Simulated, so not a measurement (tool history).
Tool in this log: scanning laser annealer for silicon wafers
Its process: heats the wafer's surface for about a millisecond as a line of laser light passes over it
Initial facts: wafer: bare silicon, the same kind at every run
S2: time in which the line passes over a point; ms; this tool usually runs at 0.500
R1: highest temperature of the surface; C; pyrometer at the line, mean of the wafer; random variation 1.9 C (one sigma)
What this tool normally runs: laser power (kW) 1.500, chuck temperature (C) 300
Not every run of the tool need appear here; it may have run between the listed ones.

run 1 hour=0.0 | laser_power_(kW)=1.500 S2=0.500 chuck_temperature_(C)=300 | R1=1095
run 2 hour=16.7 | laser_power_(kW)=1.500 S2=0.500 chuck_temperature_(C)=300 | R1=1094
run 3 hour=43.1 | laser_power_(kW)=1.500 S2=0.500 chuck_temperature_(C)=312 | R1=1102
-- hour=54.8 window over the wafer cleaned
run 4 hour=71.3 | laser_power_(kW)=1.500 S2=0.500 chuck_temperature_(C)=312 | R1=1138
run 5 hour=89.7 | laser_power_(kW)=1.500 S2=0.500 chuck_temperature_(C)=312 | R1=1141
run 6 hour=116.9 | laser_power_(kW)=1.500 S2=0.500 chuck_temperature_(C)=312 | R1=1142
run 7 hour=144.1 | laser_power_(kW)=1.451 S2=0.500 chuck_temperature_(C)=312 | R1=1109
run 8 hour=160.1 | laser_power_(kW)=1.500 S2=0.546 chuck_temperature_(C)=300 | R1=1164
run 9 hour=176.2 | laser_power_(kW)=1.500 S2=0.546 chuck_temperature_(C)=300 | R1=1164
run 10 hour=191.4 | laser_power_(kW)=1.500 S2=0.500 chuck_temperature_(C)=268 | R1=1091
run 11 hour=216.9 | laser_power_(kW)=1.500 S2=0.500 chuck_temperature_(C)=300 | R1=1123
-- hour=236.5 optics aligned, line set to its width
run 12 hour=239.1 | laser_power_(kW)=1.500 S2=0.396 chuck_temperature_(C)=300 | R1=1034
run 13 hour=263.9 | laser_power_(kW)=1.296 S2=0.500 chuck_temperature_(C)=295 | R1=1019
run 14 hour=287.1 | laser_power_(kW)=1.296 S2=0.500 chuck_temperature_(C)=295 | R1=1019
run 15 hour=304.9 | laser_power_(kW)=1.408 S2=0.360 chuck_temperature_(C)=322 | R1=971
run 16 hour=328.7 | laser_power_(kW)=1.347 S2=0.524 chuck_temperature_(C)=328 | R1=1094
run 17 hour=350.2 | laser_power_(kW)=1.500 S2=0.362 chuck_temperature_(C)=275 | R1=963
run 18 hour=363.5 | laser_power_(kW)=1.500 S2=0.362 chuck_temperature_(C)=275 | R1=965
run 19 hour=377.3 | laser_power_(kW)=1.500 S2=0.362 chuck_temperature_(C)=275 | R1=967
run 20 hour=395.1 | laser_power_(kW)=1.500 S2=0.378 chuck_temperature_(C)=322 | R1=1030
run 21 hour=414.8 | laser_power_(kW)=1.473 S2=0.445 chuck_temperature_(C)=340 | R1=1097
run 22 hour=429.9 | laser_power_(kW)=1.473 S2=0.445 chuck_temperature_(C)=340 | R1=1099
run 23 hour=451.6 | laser_power_(kW)=1.292 S2=0.516 chuck_temperature_(C)=293 | R1=1015

What if the next run were any one of these 4? Each begins from the tool's condition after run 23:
run A hour=468.8 | laser_power_(kW)=1.500 S2=0.399 chuck_temperature_(C)=299 | R1=?
run B hour=468.8 | laser_power_(kW)=1.500 S2=0.512 chuck_temperature_(C)=300 | R1=?
run C hour=468.8 | laser_power_(kW)=1.519 S2=0.504 chuck_temperature_(C)=265 | R1=?
run D hour=468.8 | laser_power_(kW)=1.577 S2=0.490 chuck_temperature_(C)=293 | R1=?

run=A R1=1024
run=B R1=1129
run=C R1=1098
run=D R1=1143
What these runs would have given with no unlogged condition in the tool:
run=A R1=1044
run=B R1=1152
run=C R1=1121
run=D R1=1166
